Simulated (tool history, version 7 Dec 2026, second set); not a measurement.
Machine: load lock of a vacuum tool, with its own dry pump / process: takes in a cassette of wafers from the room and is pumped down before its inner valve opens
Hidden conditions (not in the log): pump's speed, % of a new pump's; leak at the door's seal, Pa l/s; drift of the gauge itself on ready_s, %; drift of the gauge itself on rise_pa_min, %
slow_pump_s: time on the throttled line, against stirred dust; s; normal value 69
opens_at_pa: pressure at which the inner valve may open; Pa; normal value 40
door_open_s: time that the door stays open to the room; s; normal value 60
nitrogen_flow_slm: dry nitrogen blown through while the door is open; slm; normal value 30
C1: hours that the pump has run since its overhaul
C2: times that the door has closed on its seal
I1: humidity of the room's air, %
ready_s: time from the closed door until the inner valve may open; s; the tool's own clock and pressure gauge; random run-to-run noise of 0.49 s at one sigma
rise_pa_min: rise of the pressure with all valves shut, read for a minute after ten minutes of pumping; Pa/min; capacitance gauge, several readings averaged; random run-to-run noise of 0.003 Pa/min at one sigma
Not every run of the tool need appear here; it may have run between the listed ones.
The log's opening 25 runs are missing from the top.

{"run": 26, "hour": 4970.9, "slow_pump_s": 52, "opens_at_pa": 71, "door_open_s": 39, "nitrogen_flow_slm": 42, "C1": 8844, "C2": 16386, "I1": 45.1, "ready_s": 82.4, "rise_pa_min": 0.06}
{"run": 27, "hour": 5185.5, "slow_pump_s": 37, "opens_at_pa": 51, "door_open_s": 219, "nitrogen_flow_slm": 30, "C1": 9059, "C2": 16786, "I1": 49.1, "ready_s": 72.3, "rise_pa_min": 0.107}
{"run": 28, "hour": 5356.2, "slow_pump_s": 37, "opens_at_pa": 51, "door_open_s": 219, "nitrogen_flow_slm": 30, "C1": 9229, "C2": 17104, "I1": 45.5, "ready_s": 72.1, "rise_pa_min": 0.102}
{"run": 29, "hour": 5591.8, "slow_pump_s": 43, "opens_at_pa": 40, "door_open_s": 60, "nitrogen_flow_slm": 30, "C1": 9465, "C2": 17543, "I1": 48.9, "ready_s": 78.3, "rise_pa_min": 0.073}
{"run": 30, "hour": 5787.8, "slow_pump_s": 35, "opens_at_pa": 61, "door_open_s": 211, "nitrogen_flow_slm": 30, "C1": 9661, "C2": 17908, "I1": 47.6, "ready_s": 70.3, "rise_pa_min": 0.107}
{"run": 31, "hour": 5901.9, "slow_pump_s": 111, "opens_at_pa": 38, "door_open_s": 40, "nitrogen_flow_slm": 30, "C1": 9775, "C2": 18121, "I1": 42.0, "ready_s": 134.0, "rise_pa_min": 0.07}
{"run": 32, "hour": 6166.9, "slow_pump_s": 111, "opens_at_pa": 38, "door_open_s": 40, "nitrogen_flow_slm": 30, "C1": 10040, "C2": 18614, "I1": 46.3, "ready_s": 136.1, "rise_pa_min": 0.074}
{"run": 33, "hour": 6299.9, "slow_pump_s": 76, "opens_at_pa": 32, "door_open_s": 197, "nitrogen_flow_slm": 30, "C1": 10173, "C2": 18862, "I1": 45.1, "ready_s": 107.5, "rise_pa_min": 0.107}
{"run": 34, "hour": 6558.9, "slow_pump_s": 69, "opens_at_pa": 40, "door_open_s": 60, "nitrogen_flow_slm": 16, "C1": 10432, "C2": 19344, "I1": 43.1, "ready_s": 100.3, "rise_pa_min": 0.086}
{"run": 35, "hour": 6762.6, "slow_pump_s": 69, "opens_at_pa": 40, "door_open_s": 60, "nitrogen_flow_slm": 16, "C1": 10636, "C2": 19724, "I1": 45.8, "ready_s": 102.3, "rise_pa_min": 0.091}
{"run": 36, "hour": 6914.6, "slow_pump_s": 54, "opens_at_pa": 54, "door_open_s": 25, "nitrogen_flow_slm": 30, "C1": 10788, "C2": 20007, "I1": 50.1, "ready_s": 87.7, "rise_pa_min": 0.068}
{"run": 37, "hour": 7185.3, "slow_pump_s": 54, "opens_at_pa": 54, "door_open_s": 25, "nitrogen_flow_slm": 30, "C1": 11058, "C2": 20511, "I1": 44.8, "ready_s": 87.7, "rise_pa_min": 0.07}

Predict each of these 3 candidate next runs independently; none follows another, all start after run 37:
{"run": "A", "hour": 7383.4, "slow_pump_s": 54, "opens_at_pa": 54, "door_open_s": 31, "nitrogen_flow_slm": 30, "C1": 11257, "C2": 20880, "I1": 43.0, "ready_s": "?", "rise_pa_min": "?"}
{"run": "B", "hour": 7383.4, "slow_pump_s": 86, "opens_at_pa": 32, "door_open_s": 90, "nitrogen_flow_slm": 30, "C1": 11257, "C2": 20880, "I1": 44.6, "ready_s": "?", "rise_pa_min": "?"}
{"run": "C", "hour": 7383.4, "slow_pump_s": 54, "opens_at_pa": 77, "door_open_s": 25, "nitrogen_flow_slm": 30, "C1": 11257, "C2": 20880, "I1": 46.8, "ready_s": "?", "rise_pa_min": "?"}

run=A ready_s=86.9 rise_pa_min=0.071
run=B ready_s=116.8 rise_pa_min=0.091
run=C ready_s=84.4 rise_pa_min=0.070
Without the tool's unlogged condition, the same runs would have read:
run=A ready_s=81.2 rise_pa_min=0.017
run=B ready_s=111.5 rise_pa_min=0.037
run=C ready_s=79.1 rise_pa_min=0.017
